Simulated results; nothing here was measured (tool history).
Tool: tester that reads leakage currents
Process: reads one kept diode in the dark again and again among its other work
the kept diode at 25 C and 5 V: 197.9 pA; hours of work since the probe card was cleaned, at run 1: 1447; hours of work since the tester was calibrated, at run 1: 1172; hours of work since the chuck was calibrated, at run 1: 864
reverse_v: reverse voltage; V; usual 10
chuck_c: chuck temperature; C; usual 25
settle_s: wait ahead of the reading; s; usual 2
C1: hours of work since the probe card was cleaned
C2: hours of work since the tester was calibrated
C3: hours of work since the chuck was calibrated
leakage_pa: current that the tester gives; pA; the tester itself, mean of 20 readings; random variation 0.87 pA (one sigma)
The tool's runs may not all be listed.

Run 1, hour 0: usual settings; C1 1447; C2 1172; C3 864. Result: leakage_pa 319.89 pA.
Run 2, hour 67.5: usual settings but settle_s 0.43 s; C1 1498; C2 1224; C3 916. Result: leakage_pa 324.17 pA.
Run 3, hour 125.2: usual settings but settle_s 0.43 s; C1 1542; C2 1268; C3 960. Result: leakage_pa 325.48 pA.
Run 4, hour 180.9: usual settings but chuck_c 45 C; C1 1585; C2 1311; C3 1003. Result: leakage_pa 1204.73 pA.
Run 5, hour 222.2: usual settings but chuck_c 45 C; C1 1617; C2 1343; C3 1035. Result: leakage_pa 1207.34 pA.
Run 6, hour 274.9: usual settings but chuck_c 45 C; C1 1657; C2 1383; C3 1075. Result: leakage_pa 1210.39 pA.
Run 7, hour 341.3: usual settings but chuck_c 45 C; C1 1708; C2 1434; C3 1126. Result: leakage_pa 1218.11 pA.
Run 8, hour 411.7: usual settings but chuck_c 45 C; C1 1762; C2 1488; C3 1180. Result: leakage_pa 1220.81 pA.
Run 9, hour 461.5: usual settings but chuck_c 45 C; C1 1800; C2 1526; C3 1218. Result: leakage_pa 1222.58 pA.
Run 10, hour 508.2: usual settings but reverse_v 8.6 V, chuck_c 39 C, settle_s 0.87 s; C1 1836; C2 1562; C3 1254. Result: leakage_pa 778.5 pA.
Run 11, hour 563.8: usual settings but reverse_v 10.6 V, chuck_c 39 C, settle_s 0.57 s; C1 1879; C2 1604; C3 1296. Result: leakage_pa 874.17 pA.
Run 12, hour 602.9: usual settings but reverse_v 10.6 V, chuck_c 39 C, settle_s 0.57 s; C1 1908; C2 1634; C3 1326. Result: leakage_pa 876.88 pA.
Run 13, hour 676.2: usual settings but reverse_v 10.6 V, chuck_c 39 C, settle_s 0.57 s; C1 1965; C2 1690; C3 1382. Result: leakage_pa 881.39 pA.
Run 14, hour 734: usual settings but reverse_v 1.3 V, chuck_c 23 C, settle_s 0.57 s; C1 2009; C2 1735; C3 1427. Result: leakage_pa 94.76 pA.
At hour 752.4: chuck's temperature calibrated.
Run 15, hour 821.4: usual settings but reverse_v 5 V, chuck_c 47 C, settle_s 6.9 s; C1 2074; C2 1800; C3 53. Result: leakage_pa 882.88 pA.
Run 16, hour 860.8: usual settings but reverse_v 6.7 V, chuck_c 46 C, settle_s 0.9 s; C1 2104; C2 1830; C3 83. Result: leakage_pa 986.04 pA.
Run 17, hour 925.9: usual settings but settle_s 9.77 s; C1 2154; C2 1880; C3 133. Result: leakage_pa 311.89 pA.
Run 18, hour 1002.2: usual settings but settle_s 9.77 s; C1 2213; C2 1939; C3 191. Result: leakage_pa 312.35 pA.

Forecast each of these 5 alternatives for the next run:
Run A, hour 1059.7: usual settings but reverse_v 6.3 V, chuck_c 41 C, settle_s 8.07 s; C1 2257; C2 1983; C3 235. Result: leakage_pa ?.
Run B, hour 1059.7: usual settings but chuck_c 32 C, settle_s 9.77 s; C1 2257; C2 1983; C3 235. Result: leakage_pa ?.
Run C, hour 1059.7: usual settings but reverse_v 6.7 V, settle_s 9.77 s; C1 2257; C2 1983; C3 235. Result: leakage_pa ?.
Run D, hour 1059.7: usual settings but reverse_v 4.6 V, chuck_c 34 C, settle_s 0.39 s; C1 2257; C2 1983; C3 235. Result: leakage_pa ?.
Run E, hour 1059.7: usual settings but reverse_v 3.5 V, settle_s 3.73 s; C1 2257; C2 1983; C3 235. Result: leakage_pa ?.

run  leakage_pa
  A      702.78
  B      500.06
  C      250.55
  D       374.1
  E      172.68
Without the tool's hidden state the same runs would have given:
run  leakage_pa
  A      676.68
  B      471.04
  C      232.67
  D      357.78
  E      162.47

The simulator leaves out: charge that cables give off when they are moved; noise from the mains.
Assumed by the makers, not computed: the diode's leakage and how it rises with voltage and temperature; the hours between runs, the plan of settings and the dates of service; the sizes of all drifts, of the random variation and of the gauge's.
